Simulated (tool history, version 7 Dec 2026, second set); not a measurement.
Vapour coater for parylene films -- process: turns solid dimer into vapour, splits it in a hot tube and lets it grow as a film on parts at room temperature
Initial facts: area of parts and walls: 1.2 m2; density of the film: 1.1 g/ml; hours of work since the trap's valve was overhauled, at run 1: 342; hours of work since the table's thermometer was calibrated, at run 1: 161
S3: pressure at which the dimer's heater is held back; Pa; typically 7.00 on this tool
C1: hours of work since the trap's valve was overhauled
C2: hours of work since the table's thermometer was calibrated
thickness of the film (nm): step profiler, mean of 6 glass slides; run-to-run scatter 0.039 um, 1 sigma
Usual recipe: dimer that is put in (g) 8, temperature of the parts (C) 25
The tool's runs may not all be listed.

run 1 hour=0.0 | dimer_that_is_put_in_(g)=8 temperature_of_the_parts_(C)=25 S3=7.00 | C1=342 C2=161 | thickness_of_the_film_(nm)=3710
-- hour=48.3 trap's valve overhauled
run 2 hour=55.6 | dimer_that_is_put_in_(g)=8 temperature_of_the_parts_(C)=25 S3=7.00 | C1=5 C2=198 | thickness_of_the_film_(nm)=4150
run 3 hour=80.6 | dimer_that_is_put_in_(g)=8 temperature_of_the_parts_(C)=25 S3=7.00 | C1=24 C2=217 | thickness_of_the_film_(nm)=4150
run 4 hour=134.4 | dimer_that_is_put_in_(g)=8 temperature_of_the_parts_(C)=25 S3=7.00 | C1=63 C2=256 | thickness_of_the_film_(nm)=4080
run 5 hour=159.7 | dimer_that_is_put_in_(g)=8 temperature_of_the_parts_(C)=25 S3=7.00 | C1=81 C2=274 | thickness_of_the_film_(nm)=4120
run 6 hour=188.9 | dimer_that_is_put_in_(g)=8 temperature_of_the_parts_(C)=25 S3=7.00 | C1=102 C2=295 | thickness_of_the_film_(nm)=4010
run 7 hour=227.8 | dimer_that_is_put_in_(g)=5 temperature_of_the_parts_(C)=25 S3=7.00 | C1=131 C2=324 | thickness_of_the_film_(nm)=2440
run 8 hour=270.0 | dimer_that_is_put_in_(g)=8 temperature_of_the_parts_(C)=18 S3=7.00 | C1=161 C2=355 | thickness_of_the_film_(nm)=5480
run 9 hour=306.5 | dimer_that_is_put_in_(g)=8 temperature_of_the_parts_(C)=25 S3=7.00 | C1=188 C2=381 | thickness_of_the_film_(nm)=3950
run 10 hour=347.7 | dimer_that_is_put_in_(g)=8 temperature_of_the_parts_(C)=25 S3=7.00 | C1=218 C2=411 | thickness_of_the_film_(nm)=3790
run 11 hour=373.1 | dimer_that_is_put_in_(g)=8 temperature_of_the_parts_(C)=25 S3=7.00 | C1=236 C2=430 | thickness_of_the_film_(nm)=3790
run 12 hour=405.7 | dimer_that_is_put_in_(g)=8 temperature_of_the_parts_(C)=25 S3=7.00 | C1=260 C2=453 | thickness_of_the_film_(nm)=3770
run 13 hour=439.0 | dimer_that_is_put_in_(g)=4 temperature_of_the_parts_(C)=25 S3=7.00 | C1=285 C2=478 | thickness_of_the_film_(nm)=1860
run 14 hour=481.2 | dimer_that_is_put_in_(g)=4 temperature_of_the_parts_(C)=26 S3=7.00 | C1=315 C2=508 | thickness_of_the_film_(nm)=1690
run 15 hour=522.5 | dimer_that_is_put_in_(g)=8 temperature_of_the_parts_(C)=25 S3=7.00 | C1=345 C2=538 | thickness_of_the_film_(nm)=3660
run 16 hour=547.7 | dimer_that_is_put_in_(g)=8 temperature_of_the_parts_(C)=25 S3=7.00 | C1=364 C2=557 | thickness_of_the_film_(nm)=3620
-- hour=565.6 trap's valve overhauled
run 17 hour=601.5 | dimer_that_is_put_in_(g)=8 temperature_of_the_parts_(C)=25 S3=7.00 | C1=26 C2=593 | thickness_of_the_film_(nm)=4040
run 18 hour=646.8 | dimer_that_is_put_in_(g)=8 temperature_of_the_parts_(C)=25 S3=9.59 | C1=59 C2=626 | thickness_of_the_film_(nm)=3820
run 19 hour=676.1 | dimer_that_is_put_in_(g)=4 temperature_of_the_parts_(C)=25 S3=4.39 | C1=80 C2=647 | thickness_of_the_film_(nm)=2080
-- hour=680.8 table's thermometer calibrated
run 20 hour=720.5 | dimer_that_is_put_in_(g)=7 temperature_of_the_parts_(C)=29 S3=11.19 | C1=112 C2=29 | thickness_of_the_film_(nm)=2580
run 21 hour=763.6 | dimer_that_is_put_in_(g)=11 temperature_of_the_parts_(C)=21 S3=9.14 | C1=143 C2=60 | thickness_of_the_film_(nm)=6270
run 22 hour=816.1 | dimer_that_is_put_in_(g)=10 temperature_of_the_parts_(C)=34 S3=2.07 | C1=182 C2=99 | thickness_of_the_film_(nm)=3600
run 23 hour=842.1 | dimer_that_is_put_in_(g)=3 temperature_of_the_parts_(C)=17 S3=7.00 | C1=201 C2=117 | thickness_of_the_film_(nm)=2090
run 24 hour=880.5 | dimer_that_is_put_in_(g)=13 temperature_of_the_parts_(C)=24 S3=3.43 | C1=229 C2=145 | thickness_of_the_film_(nm)=6840
run 25 hour=914.3 | dimer_that_is_put_in_(g)=5 temperature_of_the_parts_(C)=19 S3=7.98 | C1=253 C2=170 | thickness_of_the_film_(nm)=3050
run 26 hour=961.1 | dimer_that_is_put_in_(g)=8 temperature_of_the_parts_(C)=25 S3=3.48 | C1=287 C2=204 | thickness_of_the_film_(nm)=3950
-- hour=996.4 table's thermometer calibrated, once more
run 27 hour=1014.6 | dimer_that_is_put_in_(g)=8 temperature_of_the_parts_(C)=18 S3=5.37 | C1=325 C2=13 | thickness_of_the_film_(nm)=5210
run 28 hour=1048.0 | dimer_that_is_put_in_(g)=8 temperature_of_the_parts_(C)=18 S3=5.37 | C1=350 C2=38 | thickness_of_the_film_(nm)=5210
-- hour=1084.1 trap's valve overhauled
run 29 hour=1096.8 | dimer_that_is_put_in_(g)=8 temperature_of_the_parts_(C)=18 S3=5.37 | C1=9 C2=70 | thickness_of_the_film_(nm)=5870
run 30 hour=1138.6 | dimer_that_is_put_in_(g)=8 temperature_of_the_parts_(C)=25 S3=4.47 | C1=40 C2=101 | thickness_of_the_film_(nm)=4310
run 31 hour=1170.2 | dimer_that_is_put_in_(g)=3 temperature_of_the_parts_(C)=25 S3=2.33 | C1=63 C2=124 | thickness_of_the_film_(nm)=1780
run 32 hour=1214.5 | dimer_that_is_put_in_(g)=3 temperature_of_the_parts_(C)=23 S3=6.22 | C1=95 C2=156 | thickness_of_the_film_(nm)=1690
run 33 hour=1241.4 | dimer_that_is_put_in_(g)=4 temperature_of_the_parts_(C)=25 S3=2.20 | C1=115 C2=175 | thickness_of_the_film_(nm)=2280

Below are 3 alternative next runs, each starting from the tool's condition after run 33. Predict each:
run A hour=1275.4 | dimer_that_is_put_in_(g)=5 temperature_of_the_parts_(C)=18 S3=8.58 | C1=139 C2=200 | thickness_of_the_film_(nm)=?
run B hour=1275.4 | dimer_that_is_put_in_(g)=6 temperature_of_the_parts_(C)=25 S3=4.68 | C1=139 C2=200 | thickness_of_the_film_(nm)=?
run C hour=1275.4 | dimer_that_is_put_in_(g)=8 temperature_of_the_parts_(C)=37 S3=7.00 | C1=139 C2=200 | thickness_of_the_film_(nm)=?

run=A thickness_of_the_film_(nm)=3370
run=B thickness_of_the_film_(nm)=3140
run=C thickness_of_the_film_(nm)=2170
With no hidden state in the tool, these same runs would have given:
run=A thickness_of_the_film_(nm)=3580
run=B thickness_of_the_film_(nm)=3340
run=C thickness_of_the_film_(nm)=2310
